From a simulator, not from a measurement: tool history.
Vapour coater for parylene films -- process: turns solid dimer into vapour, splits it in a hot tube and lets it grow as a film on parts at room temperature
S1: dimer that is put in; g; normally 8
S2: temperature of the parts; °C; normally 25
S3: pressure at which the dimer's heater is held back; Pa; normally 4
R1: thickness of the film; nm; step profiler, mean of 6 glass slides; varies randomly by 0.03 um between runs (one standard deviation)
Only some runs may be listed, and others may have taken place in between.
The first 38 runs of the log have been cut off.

{"run": 39, "day": 19.238, "S1": 12, "S2": 29, "S3": 6.52, "R1": 3120}
{"run": 40, "day": 19.796, "S1": 12, "S2": 29, "S3": 6.52, "R1": 3140}
{"run": 41, "day": 20.342, "S1": 7, "S2": 18, "S3": 4, "R1": 3070}
{"run": 42, "day": 20.738, "S1": 7, "S2": 18, "S3": 4, "R1": 3100}
{"run": 43, "day": 21.071, "S1": 12, "S2": 25, "S3": 5.14, "R1": 3830}
{"run": 44, "day": 21.433, "S1": 12, "S2": 25, "S3": 5.14, "R1": 3890}
{"run": 45, "day": 22.112, "S1": 7, "S2": 21, "S3": 5.05, "R1": 2630}
{"run": 46, "day": 22.671, "S1": 8, "S2": 33, "S3": 4, "R1": 1850}
{"run": 47, "day": 23.058, "S1": 14, "S2": 19, "S3": 4, "R1": 5940}
{"run": 48, "day": 23.775, "S1": 14, "S2": 19, "S3": 4, "R1": 6030}

Branching from run 48: 3 alternative next runs. What would each branch give?
{"run": "A", "day": 24.308, "S1": 8, "S2": 25, "S3": 9.63, "R1": "?"}
{"run": "B", "day": 24.308, "S1": 9, "S2": 25, "S3": 8.77, "R1": "?"}
{"run": "C", "day": 24.308, "S1": 8, "S2": 25, "S3": 2.24, "R1": "?"}

run=A R1=2360
run=B R1=2670
run=C R1=2780
Had the tool no hidden state, the same runs would have come out as:
run=A R1=2510
run=B R1=2840
run=C R1=2950

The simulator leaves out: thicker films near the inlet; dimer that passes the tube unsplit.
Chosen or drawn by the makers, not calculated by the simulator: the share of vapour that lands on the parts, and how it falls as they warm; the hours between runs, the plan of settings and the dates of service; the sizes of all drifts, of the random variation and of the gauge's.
